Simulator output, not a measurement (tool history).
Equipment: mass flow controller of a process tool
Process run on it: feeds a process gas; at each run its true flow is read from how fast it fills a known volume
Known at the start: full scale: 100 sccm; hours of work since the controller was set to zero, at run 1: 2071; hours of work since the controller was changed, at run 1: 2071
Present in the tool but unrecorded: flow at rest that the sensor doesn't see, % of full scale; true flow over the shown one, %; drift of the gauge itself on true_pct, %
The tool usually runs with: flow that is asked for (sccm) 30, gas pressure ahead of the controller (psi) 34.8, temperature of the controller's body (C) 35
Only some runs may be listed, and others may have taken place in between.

run	hour	flow that is asked for (sccm)	gas pressure ahead of the controller (psi)	temperature of the controller's body (C)	hours of work since the controller was set to zero	hours of work since the controller was changed	true flow (%)
1	0	30	34.8	35	2071	2071	96.05
2	48.5	100	34.8	35	2105	2105	98.51
3	105.5	30	34.8	35	2146	2146	95.94
4	171.4	30	34.8	35	2193	2193	95.87
5	203.4	30	32.2	35	2216	2216	96.11
6	248.9	13	34.8	35	2248	2248	94.92
7	297.7	13	34.8	35	2283	2283	94.98
8	356	30	22.2	35	2324	2324	96.68
9	388.3	30	22.2	35	2347	2347	96.6
10	441.9	30	22.2	35	2385	2385	96.61
11	475	68	34.8	35	2409	2409	97.33
12	535.1	68	34.8	35	2451	2451	97.38
13	601.3	68	34.8	35	2498	2498	97.48
14	654.6	68	34.8	35	2536	2536	97.31
15	730.4	30	34.8	35	2590	2590	95.98
16	784.6	30	34.8	21	2629	2629	97.18
17	861	30	34.8	21	2683	2683	97.19
18	903.7	30	34.8	21	2713	2713	97.27
19	952.2	30	34.8	35	2748	2748	95.98
20	1011.9	43	34.8	27	2790	2790	97.15
21	1061.9	12	37	23	2826	2826	95.66
22	1137.9	30	36.8	38	2880	2880	95.35
23	1177.4	30	36.8	38	2908	2908	95.48
24	1230.4	30	36.8	37	2946	2946	95.29
25	1269	78	27.3	26	2973	2973	98.93
26	1332.8	36	27.1	37	3019	3019	96.3
27	1370.9	16	36.4	35	3046	3046	94.84
28	1443	16	22.8	21	3097	3097	96.77
29	1482.9	16	22.8	21	3125	3125	96.72
30	1551.2	16	22.8	21	3174	3174	96.78
31	1587.2	12	30.9	39	3199	3199	94.13
32	1647.3	12	30.9	39	3242	3242	94.1
33	1686	12	24.7	39	3270	3270	94.29
34	1746.1	14	40.3	23	3312	3312	95.4
35	1788.8	14	40.3	23	3343	3343	95.34

Each row is a separate what-if for the run after 35, all from the same tool condition, not one after another. Results?
A	1858	30	32.5	23	3392	3392	?
B	1858	67	33.4	38	3392	3392	?
C	1858	11	34.8	29	3392	3392	?

run	true flow (%)
A	97
B	96.82
C	94.59
The same runs, with their run-to-run variation unchanged, on a tool lacking any hidden condition would have given:
run	true flow (%)
A	97.84
B	97.35
C	96.45
